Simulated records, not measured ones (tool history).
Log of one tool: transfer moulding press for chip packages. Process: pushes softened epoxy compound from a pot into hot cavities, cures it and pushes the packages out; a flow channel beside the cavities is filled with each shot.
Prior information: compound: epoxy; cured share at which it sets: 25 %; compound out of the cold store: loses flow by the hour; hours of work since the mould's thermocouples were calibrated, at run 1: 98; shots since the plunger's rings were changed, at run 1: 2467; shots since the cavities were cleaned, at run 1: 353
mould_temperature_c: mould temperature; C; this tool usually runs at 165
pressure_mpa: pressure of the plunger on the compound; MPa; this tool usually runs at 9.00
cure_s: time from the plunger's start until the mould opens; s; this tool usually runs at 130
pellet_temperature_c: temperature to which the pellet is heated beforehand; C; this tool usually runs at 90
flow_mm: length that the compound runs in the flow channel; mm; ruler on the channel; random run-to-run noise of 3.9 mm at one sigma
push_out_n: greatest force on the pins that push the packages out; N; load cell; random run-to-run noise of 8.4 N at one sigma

run	hour	mould_temperature_c	pressure_mpa	cure_s	pellet_temperature_c	hours of work since the mould's thermocouples were calibrated	shots since the plunger's rings were changed	shots since the cavities were cleaned	incoming compound's hours out of the cold store	flow_mm	push_out_n
1	0.0	165	9.00	130	90	98	2467	353	25.7	875	549
2	20.8	165	9.00	130	90	109	2610	496	44.9	783	588
# hour 29.8: plunger's sealing rings changed
3	36.7	165	9.00	130	90	115	47	588	24.6	919	657
4	46.5	165	9.00	130	90	120	115	656	9.8	991	707
5	61.3	171	9.00	130	90	128	217	758	40.2	825	575
6	74.3	171	9.00	130	90	134	306	847	12.4	956	598
7	91.6	165	9.00	130	90	143	426	967	10.2	978	757
# hour 103.9: cavities cleaned with cleaning compound and waxed
8	108.2	165	9.00	130	90	150	529	29	39.6	835	406
9	121.1	165	9.00	130	90	157	618	118	27.3	896	435
10	143.0	165	9.00	130	90	168	769	269	43.5	818	520
11	156.4	165	9.00	130	90	174	862	362	26.6	897	576
12	175.7	165	9.00	130	90	184	994	494	31.6	868	582
13	187.6	165	9.00	130	90	190	1076	576	19.9	922	670
14	207.6	165	9.00	130	90	200	1213	713	28.3	882	699
15	227.2	165	9.00	130	90	210	1349	849	13.4	953	726
16	243.6	165	7.50	130	90	218	1461	961	36.4	761	715
# hour 257.0: cavities cleaned with cleaning compound and waxed
17	258.4	165	7.50	130	90	225	1554	11	18.3	843	375
18	274.7	165	7.50	130	82	233	1666	123	21.1	831	452
19	293.3	162	8.55	130	91	242	1793	250	38.5	810	590
20	311.3	165	8.78	115	90	251	1917	374	23.1	890	707
21	323.0	160	9.96	145	94	257	1998	455	28.0	932	635
22	343.1	160	9.96	165	94	267	2137	594	44.8	842	598
23	363.5	160	7.14	165	95	277	2277	734	17.2	835	650
24	374.2	160	6.94	165	95	282	2351	808	31.9	758	672
25	394.4	161	10.84	128	95	293	2490	947	39.2	905	909
# hour 409.6: cavities cleaned with cleaning compound and waxed
26	413.1	165	8.39	131	92	301	2608	24	32.5	818	390
# hour 422.0: plunger's sealing rings changed
27	433.9	165	8.23	130	84	310	82	150	15.5	919	491
28	446.7	165	9.00	161	90	317	170	238	41.1	829	441

5 options for the next run, each taken on its own from the tool as it stands now. Forecast them:
A	463.5	165	9.11	130	90	325	286	354	15.8	?	?
B	463.5	165	8.80	130	88	325	286	354	44.5	?	?
C	463.5	172	9.00	161	90	325	286	354	23.7	?	?
D	463.5	165	9.00	130	88	325	286	354	8.9	?	?
E	463.5	162	9.00	161	89	325	286	354	25.8	?	?

run	flow_mm	push_out_n
A	959	563
B	803	558
C	895	472
D	992	573
E	911	496
Stripped of hidden state, with their random variation kept, the same runs would have yielded:
run	flow_mm	push_out_n
A	966	367
B	809	363
C	901	307
D	999	376
E	918	323
